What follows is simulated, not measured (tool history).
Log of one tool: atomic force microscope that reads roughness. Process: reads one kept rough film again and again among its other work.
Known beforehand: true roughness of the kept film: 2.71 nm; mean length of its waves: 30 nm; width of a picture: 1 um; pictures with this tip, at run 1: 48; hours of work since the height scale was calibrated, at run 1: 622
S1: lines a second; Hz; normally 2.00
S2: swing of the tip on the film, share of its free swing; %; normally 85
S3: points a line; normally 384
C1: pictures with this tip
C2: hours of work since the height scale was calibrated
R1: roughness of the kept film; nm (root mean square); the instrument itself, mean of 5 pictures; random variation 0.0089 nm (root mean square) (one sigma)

run 1 day=0.000 | S1=2.00 S2=85 S3=384 | C1=48 C2=622 | R1=1.901
run 2 day=1.750 | S1=2.00 S2=85 S3=384 | C1=115 C2=653 | R1=1.773
run 3 day=2.679 | S1=2.00 S2=85 S3=364 | C1=150 C2=670 | R1=1.714
run 4 day=3.771 | S1=0.72 S2=85 S3=384 | C1=191 C2=689 | R1=1.893
-- day=4.138 new tip fitted
run 5 day=5.542 | S1=0.72 S2=85 S3=384 | C1=54 C2=720 | R1=2.173
run 6 day=7.017 | S1=2.00 S2=85 S3=263 | C1=110 C2=746 | R1=1.760
run 7 day=8.896 | S1=2.00 S2=85 S3=263 | C1=181 C2=780 | R1=1.663
-- day=9.467 new tip fitted
run 8 day=9.692 | S1=0.60 S2=85 S3=384 | C1=8 C2=793 | R1=2.298
run 9 day=11.246 | S1=0.60 S2=85 S3=384 | C1=67 C2=821 | R1=2.181
run 10 day=12.721 | S1=2.00 S2=85 S3=384 | C1=123 C2=847 | R1=1.780
run 11 day=14.029 | S1=1.04 S2=85 S3=384 | C1=173 C2=870 | R1=1.873
-- day=14.779 new tip fitted
run 12 day=15.017 | S1=1.04 S2=85 S3=384 | C1=9 C2=887 | R1=2.192
run 13 day=15.867 | S1=1.04 S2=85 S3=384 | C1=41 C2=902 | R1=2.124
run 14 day=17.438 | S1=1.04 S2=85 S3=384 | C1=101 C2=930 | R1=1.983
run 15 day=19.000 | S1=2.00 S2=55 S3=328 | C1=160 C2=958 | R1=2.027
-- day=20.062 new tip fitted
run 16 day=20.292 | S1=3.44 S2=60 S3=384 | C1=8 C2=980 | R1=2.253
run 17 day=21.554 | S1=0.71 S2=80 S3=305 | C1=56 C2=1003 | R1=2.202
run 18 day=22.558 | S1=2.00 S2=57 S3=384 | C1=94 C2=1021 | R1=2.172
run 19 day=23.658 | S1=1.33 S2=79 S3=384 | C1=136 C2=1040 | R1=1.954
run 20 day=24.642 | S1=1.33 S2=79 S3=384 | C1=173 C2=1057 | R1=1.894

What will run 21 give?
-- day=25.325 new tip fitted
run 21 day=25.750 | S1=1.63 S2=72 S3=384 | C1=16 C2=1077 | R1=?

{"run 21": {"R1": 2.244}}
If the tool had no hidden condition, the same run with the same run-to-run variation would have returned R1 2.270 nm (root mean square).

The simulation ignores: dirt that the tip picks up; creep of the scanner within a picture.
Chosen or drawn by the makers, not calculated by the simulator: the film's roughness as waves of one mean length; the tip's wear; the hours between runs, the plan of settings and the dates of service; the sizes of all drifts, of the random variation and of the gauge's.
